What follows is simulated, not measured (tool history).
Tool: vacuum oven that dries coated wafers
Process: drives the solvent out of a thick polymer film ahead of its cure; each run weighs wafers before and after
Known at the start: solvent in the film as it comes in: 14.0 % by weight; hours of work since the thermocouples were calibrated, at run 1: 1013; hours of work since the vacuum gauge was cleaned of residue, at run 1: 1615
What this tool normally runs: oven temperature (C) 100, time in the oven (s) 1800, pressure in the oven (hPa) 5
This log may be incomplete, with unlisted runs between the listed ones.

run,hour,oven temperature (C),time in the oven (s),pressure in the oven (hPa),hours of work since the thermocouples were calibrated,hours of work since the vacuum gauge was cleaned of residue,solvent left in the film (%)
1,0,100,1800,5,1013,1615,1.94
2,46.4,100,1020,5,1045,1647,3.88
3,87.7,100,1020,5,1073,1676,3.89
4,116.3,100,1020,5,1093,1695,3.95
5,179.6,100,1020,5,1137,1739,3.97
6,233,100,2340,5,1174,1776,1.29
7,286.7,100,2340,5,1211,1813,1.17
8,334.6,100,1380,5,1245,1847,2.76
9,371.2,100,1380,5,1270,1872,2.79
10,430.5,96,1800,5,1311,1913,2.56
11,475,107,1800,5,1342,1944,1.14
12,519.9,100,1800,5,1373,1975,1.83
13,569.7,100,1800,5,1407,2010,1.95
14,630.7,100,1800,5,1450,2052,1.91
# hour 638.1: oven's thermocouples calibrated
15,685.4,100,1800,5,33,2088,1.88
16,725.4,100,1800,5,60,2116,1.9
17,785.2,109,1800,5,102,2157,0.95
18,825.3,100,1800,5,130,2185,1.92
19,875,96,1680,17.57,164,2220,3.87
20,918.8,112,1800,5,194,2250,0.75
21,951.1,112,1800,5,217,2272,0.79
22,993.6,101,1800,7.22,246,2302,1.93
# hour 1043.9: vacuum gauge cleaned of residue and calibrated
23,1049.8,90,1800,5,284,4,3.47
24,1079.9,90,1380,5.98,305,25,4.68
25,1134.9,108,960,5.98,343,63,2.86
26,1192.2,100,2160,12.74,383,103,2.04
27,1219.8,100,2160,12.74,402,122,2.13
28,1249.6,96,1800,5,423,143,2.53
29,1286.2,114,1440,6.14,448,168,1
30,1321.7,112,2640,4.12,473,192,0.39
31,1353.4,112,1800,4.31,495,214,0.64
32,1388,112,1800,4.31,519,238,0.68
33,1423.6,112,1800,4.31,543,263,0.7
34,1472.5,100,2700,6.67,577,297,1.12
35,1513.1,100,1800,7.89,605,325,2.16

For each entry between runs, how does the tool's hidden state at the last listed run before it compare with that at the first listed run after it?
Logged between run 14 and run 15: oven's thermocouples calibrated (hour 638.1)
  true wafer temperature over the reading, C: -0.08 -> 0
Logged between run 22 and run 23: vacuum gauge cleaned of residue and calibrated (hour 1043.9)
  true pressure over the reading, kPa: 0.011 -> 0
